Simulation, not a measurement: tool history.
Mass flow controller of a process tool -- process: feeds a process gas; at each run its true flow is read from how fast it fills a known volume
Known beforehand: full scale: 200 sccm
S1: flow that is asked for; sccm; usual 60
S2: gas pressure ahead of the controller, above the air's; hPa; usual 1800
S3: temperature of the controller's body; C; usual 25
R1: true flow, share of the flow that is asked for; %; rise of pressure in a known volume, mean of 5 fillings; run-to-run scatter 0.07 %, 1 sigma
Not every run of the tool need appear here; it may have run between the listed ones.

run    hour   S1    S2  S3      R1
  1       0   60  1800  25   99.78
  2    74.5   60  1800  25   99.97
  3   155.1   60  1800  25    99.8
  4   275.7   60  1800  25   99.75
  5   363.5   60  1800  25   99.78
  6   428.3   60  1800  25   99.95
  7   546.2   60  1800  25   99.83
  8   601.6   60  1800  25  100.06
      608.1  -- controller's zero set anew
  9   695.4   60  1800  29   99.58
 10   787.1   60  1800  30   99.72
 11   891.2   60  1800  25    99.7
 12   993.5   60  1800  25   99.69
 13  1067.8   48  1800  25    99.3
 14  1126.3   60  1800  24   99.79
     1217.4  -- controller's zero set anew, once more
 15  1248.5   60  1800  24  101.01
 16    1351   60  2080  25  101.11
 17  1445.1   60  1880  29  100.89
 18  1495.9   60  1880  34  100.84
 19  1603.4   98  1810  27  101.58
 20    1715   98  1810  27  101.68
 21    1769   48  2040  20  100.99
 22  1892.3   60  1860  20  101.24
 23  2012.2   60  1860  20  101.35
 24  2074.1   60  1860  20  101.32
 25  2144.7  136  2540  40  102.28

What does the tool deliver on the next run?
 26  2215.9  43  2430  35   ?

R1: 100.83 %
If the tool had no hidden condition, the same run with the same run-to-run variation would have returned R1 97.47 %.
